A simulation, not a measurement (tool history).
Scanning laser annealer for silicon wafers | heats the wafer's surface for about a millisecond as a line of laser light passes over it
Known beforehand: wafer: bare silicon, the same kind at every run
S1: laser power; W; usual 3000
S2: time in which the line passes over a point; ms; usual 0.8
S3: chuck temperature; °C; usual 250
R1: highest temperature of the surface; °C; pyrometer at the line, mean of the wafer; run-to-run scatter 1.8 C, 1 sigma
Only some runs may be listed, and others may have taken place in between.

run   hour    S1     S2   S3    R1
  1      0  3000    0.8  250   971
  2   13.6  3000    0.8  250   971
  3   35.5  3000    0.8  250   967
  4   47.2  3000    0.8  250   967
  5     71  3000    0.8  286  1005
  6   88.6  3000    0.8  275   993
  7   98.6  3000    0.8  275   991
  8  113.7  3000    0.8  275   991
  9  130.9  3000    0.8  275   993
 10  149.7  3000    0.8  250   963
 11  171.4  3000    0.8  213   931
 12  189.9  3068    0.8  213   949
 13  209.2  3068    0.8  213   949
 14  230.9  2780    0.8  250   897
 15  243.8  2780    0.8  250   898
 16  259.1  2645    0.8  227   834
 17  280.8  2793   0.77  248   884
 18  297.4  3000    0.8  270   984
 19  308.4  3000  0.847  260   993
 20  331.3  2832    0.8  223   880
 21  354.6  3298  0.925  223  1091
 22  371.4  3154  0.861  251  1040
 23  383.2  3000  0.822  214   934
 24  394.4  3000  0.857  276  1013
 25  404.3  3000  0.857  276  1011

Branching from run 25: 5 alternative next runs. What would each branch give?
  A  426.4  3000  0.837  253   ?
  B  426.4  3293  0.594  250   ?
  C  426.4  2673  0.857  276   ?
  D  426.4  3000  0.857  242   ?
  E  426.4  3000  0.813  276   ?

run   R1
  A  978
  B  923
  C  911
  D  972
  E  989
Take away the tool's hidden state, keep each run's random variation, and the runs would have read:
run    R1
  A  1013
  B   956
  C   942
  D  1007
  E  1023
